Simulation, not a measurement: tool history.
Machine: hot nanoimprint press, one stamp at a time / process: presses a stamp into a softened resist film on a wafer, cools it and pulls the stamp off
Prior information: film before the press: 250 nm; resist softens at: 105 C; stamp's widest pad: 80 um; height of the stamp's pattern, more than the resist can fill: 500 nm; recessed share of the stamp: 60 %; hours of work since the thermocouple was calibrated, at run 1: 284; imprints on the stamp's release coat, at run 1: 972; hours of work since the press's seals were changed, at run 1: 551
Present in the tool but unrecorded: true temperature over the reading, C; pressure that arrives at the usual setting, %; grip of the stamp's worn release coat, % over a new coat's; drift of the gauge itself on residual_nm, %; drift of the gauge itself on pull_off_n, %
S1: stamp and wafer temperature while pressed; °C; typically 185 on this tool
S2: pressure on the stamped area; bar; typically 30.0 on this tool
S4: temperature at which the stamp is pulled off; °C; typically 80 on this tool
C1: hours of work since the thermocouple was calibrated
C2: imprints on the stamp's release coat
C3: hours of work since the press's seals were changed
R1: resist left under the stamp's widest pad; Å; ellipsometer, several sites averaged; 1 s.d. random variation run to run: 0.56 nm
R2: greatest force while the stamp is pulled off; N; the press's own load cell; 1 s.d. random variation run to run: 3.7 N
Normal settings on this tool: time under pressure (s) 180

{"run": 1, "hour": 0.0, "S1": 185, "S2": 30.0, "time under pressure (s)": 180, "S4": 80, "C1": 284, "C2": 972, "C3": 551, "R1": 908, "R2": 229}
{"run": 2, "hour": 43.6, "S1": 185, "S2": 19.8, "time under pressure (s)": 180, "S4": 80, "C1": 303, "C2": 1030, "C3": 570, "R1": 1141, "R2": 225}
{"run": 3, "hour": 91.7, "S1": 185, "S2": 19.8, "time under pressure (s)": 180, "S4": 80, "C1": 323, "C2": 1093, "C3": 590, "R1": 1139, "R2": 233}
{"run": 4, "hour": 130.9, "S1": 185, "S2": 19.8, "time under pressure (s)": 180, "S4": 80, "C1": 340, "C2": 1145, "C3": 607, "R1": 1124, "R2": 235}
{"run": 5, "hour": 150.6, "S1": 185, "S2": 19.8, "time under pressure (s)": 180, "S4": 80, "C1": 349, "C2": 1171, "C3": 615, "R1": 1121, "R2": 231}
{"run": 6, "hour": 184.4, "S1": 185, "S2": 19.8, "time under pressure (s)": 180, "S4": 70, "C1": 363, "C2": 1215, "C3": 630, "R1": 1119, "R2": 270}
{"run": 7, "hour": 230.9, "S1": 185, "S2": 31.0, "time under pressure (s)": 180, "S4": 80, "C1": 383, "C2": 1276, "C3": 649, "R1": 887, "R2": 240}
{"hour": 249.4, "done": "plate thermocouple calibrated"}
{"run": 8, "hour": 273.0, "S1": 185, "S2": 31.0, "time under pressure (s)": 180, "S4": 80, "C1": 10, "C2": 1328, "C3": 666, "R1": 862, "R2": 240}
{"run": 9, "hour": 311.7, "S1": 185, "S2": 30.0, "time under pressure (s)": 180, "S4": 80, "C1": 27, "C2": 1379, "C3": 683, "R1": 876, "R2": 237}
{"run": 10, "hour": 338.5, "S1": 185, "S2": 30.0, "time under pressure (s)": 180, "S4": 80, "C1": 38, "C2": 1414, "C3": 694, "R1": 859, "R2": 249}
{"run": 11, "hour": 365.3, "S1": 185, "S2": 30.0, "time under pressure (s)": 180, "S4": 80, "C1": 49, "C2": 1450, "C3": 705, "R1": 877, "R2": 249}
{"run": 12, "hour": 396.0, "S1": 185, "S2": 30.0, "time under pressure (s)": 100, "S4": 80, "C1": 62, "C2": 1490, "C3": 718, "R1": 1067, "R2": 256}
{"hour": 402.3, "done": "plate thermocouple calibrated, once more"}
{"run": 13, "hour": 431.4, "S1": 185, "S2": 35.9, "time under pressure (s)": 180, "S4": 80, "C1": 12, "C2": 1533, "C3": 732, "R1": 912, "R2": 260}
{"run": 14, "hour": 472.1, "S1": 185, "S2": 30.0, "time under pressure (s)": 180, "S4": 71, "C1": 30, "C2": 1586, "C3": 750, "R1": 987, "R2": 297}
{"run": 15, "hour": 518.8, "S1": 185, "S2": 30.0, "time under pressure (s)": 180, "S4": 71, "C1": 50, "C2": 1648, "C3": 769, "R1": 986, "R2": 293}
{"run": 16, "hour": 545.4, "S1": 185, "S2": 30.0, "time under pressure (s)": 180, "S4": 71, "C1": 61, "C2": 1683, "C3": 781, "R1": 970, "R2": 303}
{"run": 17, "hour": 573.4, "S1": 196, "S2": 31.0, "time under pressure (s)": 180, "S4": 80, "C1": 73, "C2": 1720, "C3": 793, "R1": 591, "R2": 267}
{"hour": 607.5, "done": "stamp cleaned and given a new release coat"}
{"run": 18, "hour": 628.3, "S1": 175, "S2": 18.7, "time under pressure (s)": 180, "S4": 80, "C1": 94, "C2": 27, "C3": 814, "R1": 1821, "R2": 184}
{"run": 19, "hour": 651.3, "S1": 185, "S2": 30.0, "time under pressure (s)": 180, "S4": 83, "C1": 103, "C2": 58, "C3": 823, "R1": 982, "R2": 174}
{"run": 20, "hour": 680.3, "S1": 185, "S2": 30.0, "time under pressure (s)": 180, "S4": 67, "C1": 116, "C2": 96, "C3": 836, "R1": 965, "R2": 218}
{"run": 21, "hour": 721.3, "S1": 190, "S2": 38.9, "time under pressure (s)": 114, "S4": 82, "C1": 133, "C2": 150, "C3": 853, "R1": 797, "R2": 181}
{"run": 22, "hour": 766.5, "S1": 181, "S2": 45.7, "time under pressure (s)": 129, "S4": 80, "C1": 153, "C2": 209, "C3": 872, "R1": 1060, "R2": 191}
{"run": 23, "hour": 808.6, "S1": 182, "S2": 30.0, "time under pressure (s)": 180, "S4": 73, "C1": 170, "C2": 265, "C3": 890, "R1": 1120, "R2": 205}
{"run": 24, "hour": 853.0, "S1": 182, "S2": 30.0, "time under pressure (s)": 180, "S4": 73, "C1": 189, "C2": 323, "C3": 909, "R1": 1099, "R2": 214}
{"hour": 869.3, "done": "press's hydraulic seals changed and the load cell set to zero"}
{"run": 25, "hour": 881.4, "S1": 186, "S2": 30.0, "time under pressure (s)": 359, "S4": 73, "C1": 198, "C2": 350, "C3": 5, "R1": 677, "R2": 210}
{"run": 26, "hour": 920.3, "S1": 181, "S2": 21.1, "time under pressure (s)": 359, "S4": 79, "C1": 215, "C2": 401, "C3": 22, "R1": 1050, "R2": 188}
{"run": 27, "hour": 964.7, "S1": 182, "S2": 36.0, "time under pressure (s)": 204, "S4": 72, "C1": 234, "C2": 460, "C3": 41, "R1": 919, "R2": 217}
{"run": 28, "hour": 1000.6, "S1": 182, "S2": 36.0, "time under pressure (s)": 183, "S4": 72, "C1": 249, "C2": 507, "C3": 56, "R1": 948, "R2": 216}
{"run": 29, "hour": 1026.4, "S1": 185, "S2": 30.0, "time under pressure (s)": 180, "S4": 71, "C1": 260, "C2": 541, "C3": 67, "R1": 919, "R2": 225}
{"run": 30, "hour": 1060.1, "S1": 185, "S2": 30.0, "time under pressure (s)": 180, "S4": 71, "C1": 274, "C2": 586, "C3": 81, "R1": 915, "R2": 236}

Alternative continuations, all from the tool just after run 30; predict every row:
{"run": "A", "hour": 1092.6, "S1": 185, "S2": 30.0, "time under pressure (s)": 104, "S4": 80, "C1": 288, "C2": 628, "C3": 95, "R1": "?", "R2": "?"}
{"run": "B", "hour": 1092.6, "S1": 183, "S2": 24.8, "time under pressure (s)": 180, "S4": 80, "C1": 288, "C2": 628, "C3": 95, "R1": "?", "R2": "?"}
{"run": "C", "hour": 1092.6, "S1": 193, "S2": 30.0, "time under pressure (s)": 104, "S4": 71, "C1": 288, "C2": 628, "C3": 95, "R1": "?", "R2": "?"}

run=A R1=1109 R2=204
run=B R1=1107 R2=214
run=C R1=772 R2=230
Take away the tool's hidden state, keep each run's random variation, and the runs would have read:
run=A R1=1155 R2=175
run=B R1=1156 R2=185
run=C R1=804 R2=198
